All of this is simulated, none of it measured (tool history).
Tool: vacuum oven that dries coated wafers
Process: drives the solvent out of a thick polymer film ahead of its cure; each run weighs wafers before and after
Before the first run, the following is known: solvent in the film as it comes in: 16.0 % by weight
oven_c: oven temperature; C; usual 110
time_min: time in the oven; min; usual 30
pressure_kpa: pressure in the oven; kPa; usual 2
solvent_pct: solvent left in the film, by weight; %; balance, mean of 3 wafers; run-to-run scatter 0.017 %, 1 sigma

run,day,oven_c,time_min,pressure_kpa,solvent_pct
1,0,110,30,2,3.44
2,1.542,110,30,2,3.42
3,3.054,110,30,2,3.43
4,4.088,110,30,2,3.43
5,5.896,110,30,2,3.4
6,7.317,110,30,2,3.43
# day 7.529: oven's thermocouples calibrated
7,8.838,110,30,2,3.7
8,9.783,96,30,2,7.82
9,11.579,96,30,2,7.86
10,12.412,110,30,5.6,7.19
11,14.062,110,30,5.6,7.16
12,15.771,110,30,5.6,7.15
13,16.558,110,30,2,3.66
14,18.15,110,30,2,3.66
15,19.142,110,30,2,3.67
16,20.421,110,30,2,3.63
17,21.508,110,30,2,3.62
18,22.242,110,30,2,3.64
19,22.971,110,30,2,3.6
20,24.788,110,30,2,3.62
21,25.7,110,30,3.11,4.7
22,27.221,110,30,5.7,7.15
23,28.017,110,30,5.7,7.18
24,29.158,113,30,2,2.97
25,30.354,112,27,1.7,3.16
26,31.625,112,17,2.2,5.25
27,32.888,125,17,4.64,3.77
28,34.125,125,17,6.45,4.87
29,35.3,125,17,6.45,4.87
# day 35.533: vacuum gauge cleaned of residue and calibrated
30,36.112,110,25,2,4.16
31,37.454,110,45,2.76,3.47
32,39.192,103,15,2.87,8.91
33,40.058,103,15,1.16,7.47
# day 40.9: vacuum gauge cleaned of residue and calibrated, once more
34,40.9,105,19,3.61,8.07
35,42.571,105,19,6.78,10.81
36,43.758,105,19,6.78,10.79
37,44.925,99,19,2.08,8.44
38,46.7,99,19,2.08,8.45
39,48.021,99,19,2.08,8.4
40,49.112,121,23,4.09,3.52
41,50.8,112,32,2,2.87
42,52.221,118,30,2,2.04
43,52.992,104,24,1.2,5.11
44,54.212,104,24,1.2,5.15
45,55.021,104,24,1.2,5.09
46,56.358,103,17,4.91,10.03
47,57.992,112,30,1.54,2.6

Pick out some run-to-run changes in solvent_pct. Of each, how much would a tool without hidden state show as well, from the settings, what came in and chance, and how much is left for the hidden state and any gauge scatter not in both results compared?
The tool's hidden condition here consists of: true wafer temperature over the reading, C; true pressure over the reading, kPa; drift of the gauge itself on solvent_pct, %.
Run 6 -> 7: oven's thermocouples calibrated. solvent_pct +0.27 %: hidden state +0.28, all else -0.01.
Run 31 -> 32: oven_c 110 -> 103, time_min 45 -> 15, pressure_kpa 2.76 -> 2.87. solvent_pct +5.44 %: hidden state -0.11, all else +5.55.
Run 42 -> 43: oven_c 118 -> 104, time_min 30 -> 24, pressure_kpa 2 -> 1.2. solvent_pct +3.07 %: hidden state -0.22, all else +3.29.
Run 45 -> 46: oven_c 104 -> 103, time_min 24 -> 17, pressure_kpa 1.2 -> 4.91. solvent_pct +4.94 %: hidden state -0.03, all else +4.97.
Run 46 -> 47: oven_c 103 -> 112, time_min 17 -> 30, pressure_kpa 4.91 -> 1.54. solvent_pct -7.43 %: hidden state +0.15, all else -7.58.
